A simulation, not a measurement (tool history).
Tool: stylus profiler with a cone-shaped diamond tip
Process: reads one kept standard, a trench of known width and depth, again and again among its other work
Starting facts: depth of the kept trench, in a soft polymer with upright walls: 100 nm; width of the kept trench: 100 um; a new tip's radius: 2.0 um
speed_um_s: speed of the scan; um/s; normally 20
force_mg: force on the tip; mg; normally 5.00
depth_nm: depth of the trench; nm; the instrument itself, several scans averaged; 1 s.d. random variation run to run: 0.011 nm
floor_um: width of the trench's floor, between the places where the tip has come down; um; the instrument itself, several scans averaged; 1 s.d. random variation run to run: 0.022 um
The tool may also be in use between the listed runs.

run,hour,speed_um_s,force_mg,depth_nm,floor_um
1,0.0,20,5.00,101.44,98.70
2,20.6,20,2.98,101.01,98.66
3,32.1,20,2.98,101.01,98.66
4,53.1,20,2.98,101.02,98.70
5,66.4,20,7.29,101.87,98.65
6,90.9,20,7.29,101.86,98.66
7,111.3,20,4.79,101.38,98.73
8,127.0,20,6.15,101.68,98.68
9,147.6,10,6.15,101.67,98.71
10,161.1,20,5.00,101.44,98.70
11,174.6,20,5.00,101.47,98.67
12,190.0,20,5.00,101.44,98.65
13,201.4,20,5.00,101.48,98.69
14,224.6,20,5.00,101.43,98.68
15,244.9,20,5.00,101.46,98.68
16,255.1,20,5.00,101.44,98.65
17,273.6,20,5.00,101.47,98.68
18,286.9,20,5.00,101.44,98.65
19,307.5,20,5.00,101.44,98.68
20,329.8,20,5.00,101.46,98.73
21,349.8,20,5.86,101.62,98.66
22,366.1,20,5.86,101.60,98.66
23,379.8,20,5.86,101.60,98.63
24,392.5,20,5.02,101.46,98.68
25,414.0,11,1.95,100.78,98.70
26,424.7,11,1.95,100.77,98.69
27,441.1,28,3.62,101.18,98.62
28,464.1,25,10.69,102.41,98.71
29,485.3,23,13.66,102.86,98.70
30,499.6,63,2.59,100.94,98.47
31,518.1,63,2.59,100.95,98.46
32,534.0,63,2.59,100.95,98.45
33,545.5,63,2.59,100.93,98.45
34,559.0,63,2.59,100.93,98.45
35,582.6,6,6.15,101.69,98.72
36,602.3,6,6.15,101.66,98.65
37,612.9,15,1.84,100.74,98.66
38,625.4,15,1.84,100.74,98.67
# hour 634.0: height scale calibrated on a step standard
39,639.8,49,1.92,100.78,98.48
40,661.8,14,8.61,102.07,98.72
41,683.2,14,8.61,102.09,98.70
42,705.0,43,3.29,101.09,98.58
43,723.8,43,3.29,101.08,98.59
44,743.4,43,3.29,101.11,98.56
45,768.2,70,11.39,102.51,98.61
46,785.4,46,1.78,100.72,98.47
47,798.1,25,12.60,102.69,98.68

Below are 3 alternative next runs, each starting from the tool's condition after run 47. Predict each:
A,817.7,25,11.43,?,?
B,817.7,74,2.07,?,?
C,817.7,5,8.52,?,?

run,depth_nm,floor_um
A,102.50,98.71
B,100.81,98.37
C,102.05,98.70
Stripped of hidden state, with their random variation kept, the same runs would have yielded:
run,depth_nm,floor_um
A,102.50,98.72
B,100.81,98.38
C,102.05,98.71
